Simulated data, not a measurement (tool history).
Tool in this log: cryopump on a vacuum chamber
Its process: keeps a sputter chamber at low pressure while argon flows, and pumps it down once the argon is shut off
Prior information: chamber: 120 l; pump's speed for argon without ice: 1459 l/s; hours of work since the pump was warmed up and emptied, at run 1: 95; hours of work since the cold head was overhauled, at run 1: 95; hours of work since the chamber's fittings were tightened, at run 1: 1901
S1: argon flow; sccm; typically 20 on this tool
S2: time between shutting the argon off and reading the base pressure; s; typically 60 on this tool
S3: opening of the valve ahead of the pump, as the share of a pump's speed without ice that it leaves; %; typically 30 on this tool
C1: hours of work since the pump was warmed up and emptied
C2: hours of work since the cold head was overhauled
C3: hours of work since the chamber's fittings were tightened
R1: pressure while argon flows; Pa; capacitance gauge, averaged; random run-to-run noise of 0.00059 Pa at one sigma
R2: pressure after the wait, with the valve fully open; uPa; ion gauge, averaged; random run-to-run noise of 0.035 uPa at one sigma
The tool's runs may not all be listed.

run,hour,S1,S2,S3,C1,C2,C3,R1,R2
1,0,20,60,30,95,95,1901,0.0779,2.22
2,12.7,25,60,30,102,102,1908,0.0985,2.25
3,23.2,20,60,30,108,108,1914,0.0788,2.26
4,34.1,20,60,30,115,115,1921,0.0792,2.27
5,49.8,20,60,30,124,124,1930,0.08,2.25
6,61.1,20,60,30,131,131,1937,0.0807,2.27
7,72.4,20,60,30,137,137,1943,0.0797,2.3
8,81,20,60,30,143,143,1948,0.0797,2.25
9,95.6,20,60,30,151,151,1957,0.0799,2.23
10,110.4,20,60,30,160,160,1966,0.0803,2.26
11,126.8,20,60,30,170,170,1975,0.0797,2.26
12,138.4,20,60,30,176,176,1982,0.0805,2.29
13,147.1,18,60,30,182,182,1987,0.0724,2.27
14,155.6,18,60,30,187,187,1992,0.0725,2.3
15,169.2,18,60,30,195,195,2001,0.0724,2.25
16,183.9,18,60,18,203,203,2009,0.1184,2.39
17,199.6,20,60,32,213,213,2018,0.0758,2.29
18,209.3,19,285,37,218,218,2024,0.0638,0.92
19,219.2,20,60,40,224,224,2030,0.0633,2.35
20,230.9,38,26,16,231,231,2037,0.2822,4.57
21,246.2,10,60,21,240,240,2046,0.0574,2.3
22,261.7,10,60,21,249,249,2055,0.0573,2.39
23,274.3,10,60,21,257,257,2063,0.0571,2.34
24,289,10,60,21,265,265,2071,0.0581,2.29
25,305.5,10,27,16,275,275,2081,0.0752,4.38
26,319.8,15,27,28,283,283,2089,0.0662,4.42
27,336.1,11,60,17,293,293,2099,0.0776,2.37
28,343.5,11,60,23,297,297,2103,0.0591,2.32
29,354.2,8,58,33,304,304,2110,0.0304,2.4
30,365.8,20,190,30,311,311,2117,0.0836,1.18
31,378.6,20,278,17,318,318,2124,0.1434,1.13
32,388.8,8,87,17,324,324,2130,0.0572,1.82
33,397.5,23,31,17,329,329,2135,0.1645,3.94

Consider 4 possible next runs. They are alternatives, not a sequence: every one starts from the tool as it was left by run 33. What does each give?
A,412.5,16,31,35,338,338,2144,?,?
B,412.5,26,107,25,338,338,2144,?,?
C,412.5,37,258,30,338,338,2144,?,?
D,412.5,38,135,49,338,338,2144,?,?

run,R1,R2
A,0.0597,3.92
B,0.1306,1.65
C,0.1548,1.09
D,0.1041,1.43
Without the tool's hidden state the same runs would have given:
run,R1,R2
A,0.054,3.44
B,0.1214,1.17
C,0.1418,0.6
D,0.0906,0.94
